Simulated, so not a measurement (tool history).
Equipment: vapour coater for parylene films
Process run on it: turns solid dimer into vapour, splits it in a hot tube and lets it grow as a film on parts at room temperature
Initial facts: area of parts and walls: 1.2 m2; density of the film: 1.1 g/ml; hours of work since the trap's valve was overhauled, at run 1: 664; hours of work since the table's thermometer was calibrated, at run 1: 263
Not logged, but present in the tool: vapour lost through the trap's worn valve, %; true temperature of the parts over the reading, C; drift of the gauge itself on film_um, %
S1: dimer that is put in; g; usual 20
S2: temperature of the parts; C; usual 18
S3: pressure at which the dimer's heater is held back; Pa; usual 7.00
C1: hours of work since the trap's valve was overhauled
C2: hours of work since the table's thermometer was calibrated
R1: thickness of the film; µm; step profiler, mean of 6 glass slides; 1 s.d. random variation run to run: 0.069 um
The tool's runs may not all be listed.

run   hour  S1  S2    S3   C1   C2     R1
  1    0.0  20  18  7.00  664  263   7.26
      14.5  -- trap's valve overhauled
  2   21.3  34  18  7.00    5  275  14.08
  3   41.9  34  17  7.00   19  289  14.20
  4   58.8  34  17  7.00   31  301  14.47
  5   79.8  34  17  7.00   46  316  14.06
  6   95.4  34  17  7.00   57  327  13.97
  7  105.4  34  17  7.00   64  334  14.07
  8  120.1  34  17  7.00   75  345  13.97
  9  141.9  34  17  7.00   90  360  14.07
 10  162.1  20  18  3.59  104  374   9.03
 11  185.1  20  18  3.59  121  391   9.13
 12  209.6  20  21  3.59  138  408   8.40
 13  233.1  20  21  3.59  155  425   8.40
 14  250.2  20  21  3.59  167  437   8.30
 15  263.1  20  21  3.59  176  446   8.28
 16  277.6  20  21  3.59  186  456   8.34
 17  289.2  20  21  3.59  194  464   8.36
 18  304.8  20  18  7.00  205  475   7.94
 19  315.5  11  20  4.55  213  483   4.38
 20  337.7  12  27  2.08  229  499   4.78
 21  358.2  13  17  7.76  243  513   5.15
 22  381.8  13  17  7.76  260  530   5.10
 23  405.1  21  16  7.76  276  546   8.47
 24  423.4  21  16  7.76  289  559   8.58
 25  441.3  21  16  7.76  302  572   8.50
 26  458.6  21  19  3.38  314  584   9.11
 27  471.6  17  23  7.00  323  593   5.93
 28  481.9  17  23  7.00  331  601   5.88
 29  501.0  12  28  7.00  344  614   3.70
 30  521.7  12  28  7.00  359  629   3.64
 31  538.5  12  28  7.00  371  641   3.63
 32  554.7  12  30  7.47  382  652   3.44
 33  565.0  12  30  9.68  389  659   3.33
 34  579.3  20  19  7.00  400  669   7.49
 35  600.5  11  18  8.51  415  685   4.11
 36  624.0  14  11  7.00  431  701   6.25

Difference, measured minus no-hidden-state, one row per run. Run-to-run variation is common to both terms; the gauge's own scatter need not be:
run     R1
  1  -0.99
  2  +0.08
  3  +0.04
  4  +0.01
  5  -0.02
  6  -0.05
  7  -0.07
  8  -0.10
  9  -0.14
 10  -0.11
 11  -0.15
 12  -0.16
 13  -0.18
 14  -0.20
 15  -0.21
 16  -0.24
 17  -0.25
 18  -0.25
 19  -0.15
 20  -0.17
 21  -0.20
 22  -0.21
 23  -0.38
 24  -0.41
 25  -0.43
 26  -0.48
 27  -0.33
 28  -0.34
 29  -0.22
 30  -0.22
 31  -0.23
 32  -0.23
 33  -0.22
 34  -0.53
 35  -0.30
 36  -0.49

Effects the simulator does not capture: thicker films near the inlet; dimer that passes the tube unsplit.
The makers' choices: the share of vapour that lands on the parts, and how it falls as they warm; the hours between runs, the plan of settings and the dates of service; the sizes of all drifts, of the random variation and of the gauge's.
